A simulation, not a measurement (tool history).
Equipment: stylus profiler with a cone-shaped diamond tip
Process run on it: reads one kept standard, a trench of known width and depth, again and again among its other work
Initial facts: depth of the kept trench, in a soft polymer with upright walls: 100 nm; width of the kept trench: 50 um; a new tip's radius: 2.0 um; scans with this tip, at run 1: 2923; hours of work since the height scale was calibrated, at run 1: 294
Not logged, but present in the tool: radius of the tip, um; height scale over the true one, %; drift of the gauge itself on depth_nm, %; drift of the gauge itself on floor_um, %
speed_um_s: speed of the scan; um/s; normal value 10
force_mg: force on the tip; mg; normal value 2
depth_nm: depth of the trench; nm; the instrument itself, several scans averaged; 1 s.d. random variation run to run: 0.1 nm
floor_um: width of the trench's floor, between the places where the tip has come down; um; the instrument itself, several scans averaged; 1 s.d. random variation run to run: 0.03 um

run	day	speed_um_s	force_mg	scans with this tip	hours of work since the height scale was calibrated	depth_nm	floor_um
1	0	10	2	2923	294	100.58	48.65
2	4.871	10	2	3460	348	100.78	48.68
3	10.112	18	2	4039	406	100.89	48.61
4	14.846	10	2	4561	459	100.73	48.61
5	20.733	10	2	5211	524	100.99	48.62
6	23.996	10	2	5570	561	101.14	48.53
7	28.562	10	2	6074	611	101.03	48.61
8	32.788	10	2.22	6540	658	100.99	48.56
9	36.933	10	2.22	6998	704	101.05	48.56
# day 37.325: height scale calibrated on a step standard
10	41.638	16	2.22	7514	48	101.25	48.51
11	46.367	7	1.13	8036	100	100.89	48.57
12	49.879	7	1.13	8424	139	101.05	48.57
13	53.042	7	1.13	8773	174	101.08	48.6

What would each run have given without the hidden state, its run-to-run variation left as it was?
run	depth_nm	floor_um
1	100.46	48.71
2	100.64	48.76
3	100.72	48.69
4	100.54	48.7
5	100.77	48.73
6	100.91	48.64
7	100.77	48.74
8	100.71	48.7
9	100.75	48.71
10	100.77	48.67
11	100.39	48.74
12	100.54	48.75
13	100.55	48.79
